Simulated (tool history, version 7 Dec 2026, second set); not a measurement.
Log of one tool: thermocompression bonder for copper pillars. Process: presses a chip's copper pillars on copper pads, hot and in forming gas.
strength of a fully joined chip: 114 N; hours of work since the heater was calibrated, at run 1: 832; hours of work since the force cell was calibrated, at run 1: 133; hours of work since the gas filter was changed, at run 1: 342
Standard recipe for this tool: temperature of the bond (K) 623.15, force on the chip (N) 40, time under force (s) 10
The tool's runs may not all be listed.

run	hour	temperature of the bond (K)	force on the chip (N)	time under force (s)	hours of work since the heater was calibrated	hours of work since the force cell was calibrated	hours of work since the gas filter was changed	force that shears a chip off (N)
1	0.0	623.15	40	10	832	133	342	41.8
2	24.9	623.15	40	10	846	147	355	41.1
# hour 30.0: forming gas filter changed
3	64.4	641.15	40	10	867	169	19	54.8
4	104.1	641.15	40	10	890	191	41	54.8
5	132.2	641.15	40	10	905	207	57	54.3
6	167.6	641.15	40	10	925	227	77	54.5
7	198.1	623.15	40	6	942	244	94	36.1
8	232.5	623.15	40	6	961	263	113	36.2
9	274.4	623.15	40	10	985	286	136	44.2
10	295.8	623.15	40	10	997	298	148	43.9
11	313.6	623.15	40	10	1007	308	158	43.6
12	335.1	623.15	40	10	1019	320	170	43.7
# hour 338.5: force cell calibrated
13	372.8	623.15	40	10	1039	19	191	43.0
14	390.4	623.15	40	10	1049	29	200	43.7
15	431.0	623.15	38	10	1071	52	223	40.5
# hour 459.2: force cell calibrated, once more
16	464.7	623.15	38	10	1089	3	241	40.9
17	489.9	597.15	30	10	1103	17	255	23.3
18	518.7	597.15	30	10	1119	33	271	23.4
19	546.0	597.15	30	10	1135	48	286	22.8
20	569.4	625.15	37	10	1148	62	299	40.5
21	608.8	631.15	40	15	1170	84	321	54.0
22	626.6	631.15	40	15	1180	93	331	53.0
23	643.9	623.15	57	8	1189	103	341	54.0
24	672.3	623.15	57	8	1205	119	357	52.8
# hour 676.4: forming gas filter changed
25	693.6	627.15	40	12	1217	131	10	52.1
26	727.2	627.15	44	5	1235	149	28	40.7
27	744.2	627.15	44	5	1245	159	38	40.1
28	765.6	627.15	44	5	1257	171	50	40.5

4 ways to go on from here, each from the tool as it stands after run 28. What would each give?
A	783.4	615.15	40	10	1267	181	60	?
B	783.4	624.15	54	21	1267	181	60	?
C	783.4	652.15	35	11	1267	181	60	?
D	783.4	631.15	40	10	1267	181	60	?

run	force that shears a chip off (N)
A	41.8
B	75.4
C	57.8
D	50.8
With no hidden state in the tool, these same runs would have given:
run	force that shears a chip off (N)
A	38.3
B	71.4
C	54.3
D	47.1
